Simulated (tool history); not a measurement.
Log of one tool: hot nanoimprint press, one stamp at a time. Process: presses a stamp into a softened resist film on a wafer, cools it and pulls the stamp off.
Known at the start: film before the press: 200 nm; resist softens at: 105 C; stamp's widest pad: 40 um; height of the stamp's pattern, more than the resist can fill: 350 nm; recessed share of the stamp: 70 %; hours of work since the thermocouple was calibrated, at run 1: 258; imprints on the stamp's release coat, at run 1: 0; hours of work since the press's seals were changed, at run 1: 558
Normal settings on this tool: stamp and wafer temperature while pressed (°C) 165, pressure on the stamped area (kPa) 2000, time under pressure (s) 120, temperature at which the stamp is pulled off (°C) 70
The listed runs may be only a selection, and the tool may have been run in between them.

run	hour	stamp and wafer temperature while pressed (°C)	pressure on the stamped area (kPa)	time under pressure (s)	temperature at which the stamp is pulled off (°C)	hours of work since the thermocouple was calibrated	imprints on the stamp's release coat	hours of work since the press's seals were changed	resist left under the stamp's widest pad (angstrom)	greatest force while the stamp is pulled off (N)
1	0.0	165	2000	120	70	258	0	558	1034	192
2	44.6	165	2000	120	70	281	162	581	1037	197
3	101.6	165	2000	120	70	310	369	609	1038	200
4	145.7	165	2000	127	70	332	529	632	1019	204
# hour 188.2: stamp cleaned and given a new release coat
5	199.5	165	2000	127	70	356	41	656	1028	193
6	244.6	165	2000	120	70	379	204	679	1042	197
7	270.4	165	2000	120	70	392	298	692	1042	198
8	306.7	165	2000	120	70	410	430	710	1053	200
9	367.8	165	1350	120	70	441	651	741	1250	207
# hour 377.8: stamp cleaned and given a new release coat
10	399.1	165	1350	120	70	454	77	754	1247	195
11	424.9	169	2000	120	60	467	171	767	938	230
12	478.0	169	2940	82	60	494	364	794	878	233
13	525.4	156	2940	116	60	518	536	818	1192	235
14	555.3	156	2940	172	60	533	644	833	1061	235
# hour 566.5: stamp cleaned and given a new release coat
15	610.2	156	2940	172	60	558	159	858	1068	228
16	658.2	165	3090	120	66	582	333	882	865	213
# hour 696.3: plate thermocouple calibrated
17	708.5	165	2050	120	69	6	505	906	1019	206

Predict each of these 4 candidate next runs independently; none follows another, all start after run 17:
# hour 747.4: press's hydraulic seals changed and the load cell set to zero
# hour 767.6: stamp cleaned and given a new release coat
A	767.6	165	2050	216	69	29	0	7	?	?
# hour 747.4: press's hydraulic seals changed and the load cell set to zero
# hour 767.6: stamp cleaned and given a new release coat
B	767.6	165	2190	145	74	29	0	7	?	?
# hour 747.4: press's hydraulic seals changed and the load cell set to zero
# hour 767.6: stamp cleaned and given a new release coat
C	767.6	165	2790	120	70	29	0	7	?	?
# hour 747.4: press's hydraulic seals changed and the load cell set to zero
# hour 767.6: stamp cleaned and given a new release coat
D	767.6	165	2120	120	69	29	0	7	?	?

run	resist left under the stamp's widest pad (angstrom)	greatest force while the stamp is pulled off (N)
A	815	198
B	899	183
C	849	192
D	982	196
Without the tool's hidden state the same runs would have given:
run	resist left under the stamp's widest pad (angstrom)	greatest force while the stamp is pulled off (N)
A	812	198
B	896	182
C	846	192
D	979	195

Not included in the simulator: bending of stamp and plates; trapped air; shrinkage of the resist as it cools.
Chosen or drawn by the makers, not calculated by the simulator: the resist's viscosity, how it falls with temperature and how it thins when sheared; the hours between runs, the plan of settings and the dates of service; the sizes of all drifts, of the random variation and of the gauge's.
